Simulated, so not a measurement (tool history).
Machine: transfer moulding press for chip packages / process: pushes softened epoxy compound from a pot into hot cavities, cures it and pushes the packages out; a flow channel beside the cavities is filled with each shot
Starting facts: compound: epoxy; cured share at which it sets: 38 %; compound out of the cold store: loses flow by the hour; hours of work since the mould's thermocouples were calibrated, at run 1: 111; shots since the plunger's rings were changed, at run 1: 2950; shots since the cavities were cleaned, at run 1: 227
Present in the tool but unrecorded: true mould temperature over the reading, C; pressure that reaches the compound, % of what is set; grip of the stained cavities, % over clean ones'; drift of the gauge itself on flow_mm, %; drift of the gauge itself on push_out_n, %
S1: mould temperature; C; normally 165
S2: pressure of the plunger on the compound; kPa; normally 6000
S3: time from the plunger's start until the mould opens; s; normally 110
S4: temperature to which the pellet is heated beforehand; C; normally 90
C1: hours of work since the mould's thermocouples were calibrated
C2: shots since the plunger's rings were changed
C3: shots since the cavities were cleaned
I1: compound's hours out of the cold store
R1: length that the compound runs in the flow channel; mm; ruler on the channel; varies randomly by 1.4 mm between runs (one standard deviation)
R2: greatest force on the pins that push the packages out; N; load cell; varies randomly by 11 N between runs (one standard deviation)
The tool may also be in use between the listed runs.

Run 1, hour 0: usual settings; C1 111; C2 2950; C3 227; I1 27.5. Result: R1 559 mm, R2 744 N.
Run 2, hour 24.8: usual settings; C1 121; C2 3118; C3 395; I1 23.7. Result: R1 569 mm, R2 799 N.
At hour 39.6: cavities cleaned with cleaning compound and waxed.
At hour 46.7: plunger's sealing rings changed.
Run 3, hour 49.7: usual settings; C1 130; C2 21; C3 52; I1 41.2. Result: R1 545 mm, R2 560 N.
Run 4, hour 84.2: usual settings; C1 145; C2 254; C3 285; I1 28.8. Result: R1 571 mm, R2 790 N.
At hour 115.3: cavities cleaned with cleaning compound and waxed.
Run 5, hour 129.1: usual settings; C1 163; C2 547; C3 93; I1 26.6. Result: R1 575 mm, R2 654 N.
Run 6, hour 165.6: usual settings; C1 178; C2 794; C3 340; I1 11. Result: R1 616 mm, R2 792 N.
At hour 188.7: cavities cleaned with cleaning compound and waxed.
Run 7, hour 191.4: usual settings but S1 164 C, S3 138 s; C1 188; C2 959; C3 19; I1 30.1. Result: R1 566 mm, R2 471 N.
Run 8, hour 214.4: usual settings but S1 164 C, S2 6980 kPa, S3 102 s, S4 89 C; C1 198; C2 1114; C3 174; I1 16. Result: R1 654 mm, R2 843 N.
Run 9, hour 240.5: usual settings but S1 173 C, S2 5840 kPa, S3 117 s, S4 89 C; C1 209; C2 1290; C3 350; I1 25.6. Result: R1 543 mm, R2 711 N.
At hour 265.2: cavities cleaned with cleaning compound and waxed.
Run 10, hour 287.2: usual settings but S1 173 C, S2 4690 kPa, S3 91 s, S4 89 C; C1 228; C2 1596; C3 149; I1 22.1. Result: R1 492 mm, R2 597 N.
Run 11, hour 324.7: usual settings but S1 160 C, S2 7460 kPa, S3 91 s, S4 86 C; C1 244; C2 1850; C3 403; I1 26.9. Result: R1 655 mm, R2 1567 N.
At hour 341.3: cavities cleaned with cleaning compound and waxed.
Run 12, hour 369.5: usual settings but S2 6490 kPa, S3 91 s, S4 89 C; C1 262; C2 2143; C3 191; I1 20.9. Result: R1 604 mm, R2 958 N.

Consider 4 possible next runs. They are alternatives, not a sequence: every one starts from the tool as it was left by run 12. What does each give?
Run A, hour 408.8: usual settings but S2 5710 kPa, S3 150 s, S4 89 C; C1 279; C2 2408; C3 456; I1 22.4. Result: R1 ?, R2 ?.
Run B, hour 408.8: usual settings but S2 4600 kPa, S3 91 s, S4 89 C; C1 279; C2 2408; C3 456; I1 42.8. Result: R1 ?, R2 ?.
Run C, hour 408.8: usual settings but S2 6490 kPa, S3 91 s, S4 98 C; C1 279; C2 2408; C3 456; I1 15.7. Result: R1 ?, R2 ?.
Run D, hour 408.8: usual settings but S1 161 C, S3 101 s; C1 279; C2 2408; C3 456; I1 21.7. Result: R1 ?, R2 ?.

run   R1    R2
  A  561   717
  B  461  1105
  C  617  1130
  D  593  1267
Had the tool no hidden state, the same runs would have come out as:
run   R1   R2
  A  576  437
  B  473  707
  C  634  727
  D  609  817
